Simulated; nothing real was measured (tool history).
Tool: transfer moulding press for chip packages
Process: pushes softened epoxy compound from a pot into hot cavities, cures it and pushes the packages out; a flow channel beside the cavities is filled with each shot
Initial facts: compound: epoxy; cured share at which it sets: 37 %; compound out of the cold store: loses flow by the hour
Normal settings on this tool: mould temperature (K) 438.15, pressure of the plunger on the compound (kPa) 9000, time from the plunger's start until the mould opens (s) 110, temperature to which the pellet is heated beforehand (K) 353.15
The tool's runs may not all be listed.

run   hour  mould temperature (K)  pressure of the plunger on the compound (kPa)  time from the plunger's start until the mould opens (s)  temperature to which the pellet is heated beforehand (K)  incoming compound's hours out of the cold store  length that the compound runs in the flow channel (mm)  greatest force on the pins that push the packages out (N)
  1    0.0                 438.15                                           9000                                                      110                                                    353.15                                             45.9                                                     618                                                        520
  2   14.2                 438.15                                           9000                                                      110                                                    353.15                                             16.3                                                     741                                                        557
      20.6  -- cavities cleaned with cleaning compound and waxed
  3   42.5                 438.15                                           9000                                                      110                                                    353.15                                             30.9                                                     676                                                        495
      56.4  -- plunger's sealing rings changed
  4   60.3                 438.15                                           9000                                                      110                                                    353.15                                             19.5                                                     753                                                        562
      69.1  -- cavities cleaned with cleaning compound and waxed
  5   78.8                 438.15                                           7950                                                      110                                                    353.15                                             35.3                                                     639                                                        455
  6  102.6                 438.15                                           7950                                                      110                                                    353.15                                             36.9                                                     631                                                        536
     115.7  -- cavities cleaned with cleaning compound and waxed
  7  131.5                 438.15                                           7950                                                      110                                                    353.15                                             34.0                                                     638                                                        486
  8  150.6                 438.15                                           7500                                                      110                                                    353.15                                             41.4                                                     589                                                        538
     161.6  -- cavities cleaned with cleaning compound and waxed
  9  186.1                 438.15                                           9000                                                      110                                                    353.15                                             29.7                                                     690                                                        520
     208.2  -- cavities cleaned with cleaning compound and waxed
 10  212.8                 438.15                                           9000                                                      110                                                    353.15                                             44.4                                                     630                                                        435
 11  244.1                 438.15                                           9000                                                      110                                                    353.15                                             10.0                                                     771                                                        561
     254.6  -- cavities cleaned with cleaning compound and waxed
 12  265.7                 438.15                                           9000                                                      110                                                    353.15                                             32.6                                                     666                                                        463
     277.8  -- plunger's sealing rings changed
 13  284.8                 439.15                                           9000                                                      110                                                    353.15                                             23.4                                                     731                                                        495
     304.1  -- cavities cleaned with cleaning compound and waxed
 14  309.4                 438.15                                           9000                                                      102                                                    353.15                                             29.9                                                     700                                                        473
 15  329.6                 438.15                                           9000                                                      110                                                    351.15                                             39.4                                                     657                                                        518
     350.0  -- cavities cleaned with cleaning compound and waxed
 16  364.4                 438.15                                           9000                                                      110                                                    351.15                                             24.6                                                     717                                                        494
 17  389.2                 438.15                                           9000                                                      110                                                    351.15                                             33.5                                                     674                                                        561
     397.8  -- cavities cleaned with cleaning compound and waxed
 18  423.5                 432.15                                          10270                                                      143                                                    363.15                                             37.6                                                     718                                                        515
     430.9  -- mould's thermocouples calibrated
     447.4  -- cavities cleaned with cleaning compound and waxed
 19  459.5                 431.15                                           9380                                                      110                                                    353.15                                             28.0                                                     732                                                        591
     493.4  -- cavities cleaned with cleaning compound and waxed
 20  493.4                 431.15                                           9380                                                      110                                                    353.15                                             31.9                                                     710                                                        552
     502.0  -- plunger's sealing rings changed
 21  522.2                 438.15                                           7430                                                      137                                                    353.15                                             32.0                                                     631                                                        482
     542.1  -- cavities cleaned with cleaning compound and waxed
 22  550.2                 438.15                                           7430                                                      137                                                    353.15                                             41.1                                                     594                                                        431
 23  572.6                 438.15                                           7430                                                      137                                                    353.15                                             30.2                                                     634                                                        501
     590.1  -- cavities cleaned with cleaning compound and waxed
 24  597.0                 438.15                                           7430                                                      137                                                    353.15                                             16.3                                                     688                                                        440
 25  617.7                 433.15                                           7430                                                       97                                                    353.15                                             18.6                                                     691                                                        787
     637.8  -- cavities cleaned with cleaning compound and waxed
 26  641.0                 433.15                                           7080                                                      137                                                    346.15                                              9.2                                                     713                                                        449
 27  671.9                 439.15                                          10020                                                      103                                                    356.15                                             46.4                                                     646                                                        532

Below are 4 alternative next runs, each starting from the tool's condition after run 27. Predict each:
     683.8  -- cavities cleaned with cleaning compound and waxed
  A  702.4                 438.15                                           7610                                                      110                                                    353.15                                             29.2                                                       ?                                                          ?
     683.8  -- cavities cleaned with cleaning compound and waxed
  B  702.4                 440.15                                           6830                                                       98                                                    356.15                                             20.1                                                       ?                                                          ?
     683.8  -- cavities cleaned with cleaning compound and waxed
  C  702.4                 438.15                                           7120                                                      116                                                    345.15                                             46.2                                                       ?                                                          ?
     683.8  -- cavities cleaned with cleaning compound and waxed
  D  702.4                 435.15                                           9000                                                      110                                                    350.15                                             25.0                                                       ?                                                          ?

run  length that the compound runs in the flow channel (mm)  greatest force on the pins that push the packages out (N)
  A                                                     625                                                        498
  B                                                     620                                                        522
  C                                                     547                                                        498
  D                                                     709                                                        562
Without the tool's hidden state the same runs would have given:
run  length that the compound runs in the flow channel (mm)  greatest force on the pins that push the packages out (N)
  A                                                     654                                                        410
  B                                                     649                                                        432
  C                                                     573                                                        409
  D                                                     742                                                        466
